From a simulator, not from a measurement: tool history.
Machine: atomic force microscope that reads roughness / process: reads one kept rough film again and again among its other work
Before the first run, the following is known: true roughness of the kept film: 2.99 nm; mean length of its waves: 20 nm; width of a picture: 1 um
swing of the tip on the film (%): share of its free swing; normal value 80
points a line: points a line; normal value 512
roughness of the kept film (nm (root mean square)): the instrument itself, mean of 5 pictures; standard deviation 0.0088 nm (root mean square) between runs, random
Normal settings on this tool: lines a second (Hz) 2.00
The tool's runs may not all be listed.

| run | hour | lines a second (Hz) | swing of the tip on the film (%) | points a line | roughness of the kept film (nm (root mean square)) |
|---|---|---|---|---|---|
| 1 | 0.0 | 2.00 | 80 | 512 | 1.959 |
| 2 | 59.2 | 3.51 | 80 | 512 | 1.745 |
| 3 | 106.9 | 1.41 | 80 | 512 | 2.042 |
| 4 | 163.3 | 2.51 | 80 | 512 | 1.864 |
|  | 193.5 | new tip fitted |
| 5 | 201.7 | 2.00 | 80 | 1008 | 1.950 |
| 6 | 265.1 | 2.00 | 80 | 1008 | 1.951 |
| 7 | 324.3 | 2.00 | 80 | 1008 | 1.959 |
| 8 | 368.5 | 2.00 | 80 | 512 | 1.941 |
|  | 430.6 | new tip fitted |
| 9 | 434.4 | 2.00 | 80 | 268 | 1.894 |
| 10 | 467.9 | 2.00 | 80 | 268 | 1.885 |
| 11 | 498.1 | 2.00 | 62 | 512 | 2.152 |
| 12 | 536.7 | 2.00 | 80 | 869 | 1.945 |
| 13 | 568.0 | 2.00 | 80 | 869 | 1.933 |
| 14 | 609.6 | 2.00 | 80 | 869 | 1.944 |
| 15 | 651.3 | 2.00 | 80 | 869 | 1.940 |
|  | 669.0 | new tip fitted |
| 16 | 682.3 | 2.00 | 80 | 869 | 1.948 |
| 17 | 743.6 | 2.00 | 80 | 869 | 1.951 |
| 18 | 789.4 | 1.04 | 75 | 639 | 2.137 |
| 19 | 852.5 | 1.86 | 75 | 382 | 2.013 |
| 20 | 902.5 | 1.75 | 57 | 336 | 2.146 |
|  | 909.0 | new tip fitted |
| 21 | 956.1 | 1.75 | 57 | 336 | 2.148 |
| 22 | 987.3 | 0.85 | 71 | 424 | 2.157 |
| 23 | 1033.9 | 1.06 | 88 | 344 | 1.986 |
| 24 | 1061.8 | 2.00 | 80 | 922 | 1.955 |
| 25 | 1122.8 | 1.47 | 80 | 405 | 2.004 |
|  | 1148.0 | new tip fitted |
| 26 | 1180.3 | 1.47 | 80 | 405 | 2.011 |
| 27 | 1233.9 | 1.47 | 80 | 405 | 2.012 |
| 28 | 1270.7 | 2.00 | 72 | 274 | 1.981 |
| 29 | 1331.1 | 2.00 | 72 | 274 | 2.004 |
| 30 | 1363.7 | 2.00 | 57 | 274 | 2.133 |
|  | 1387.9 | new tip fitted |
| 31 | 1423.2 | 2.00 | 57 | 274 | 2.142 |

Alternative continuations, all from the tool just after run 31; predict every row:
| A | 1453.6 | 3.32 | 87 | 793 | ? |
| B | 1453.6 | 2.30 | 57 | 707 | ? |
| C | 1453.6 | 2.00 | 56 | 274 | ? |
| D | 1453.6 | 2.00 | 63 | 398 | ? |
| E | 1453.6 | 0.85 | 74 | 261 | ? |

| run | roughness of the kept film (nm (root mean square)) |
|---|---|
| A | 1.635 |
| B | 2.170 |
| C | 2.138 |
| D | 2.134 |
| E | 2.124 |
Had the tool no hidden state, the same runs would have come out as:
| run | roughness of the kept film (nm (root mean square)) |
|---|---|
| A | 1.637 |
| B | 2.172 |
| C | 2.140 |
| D | 2.137 |
| E | 2.126 |
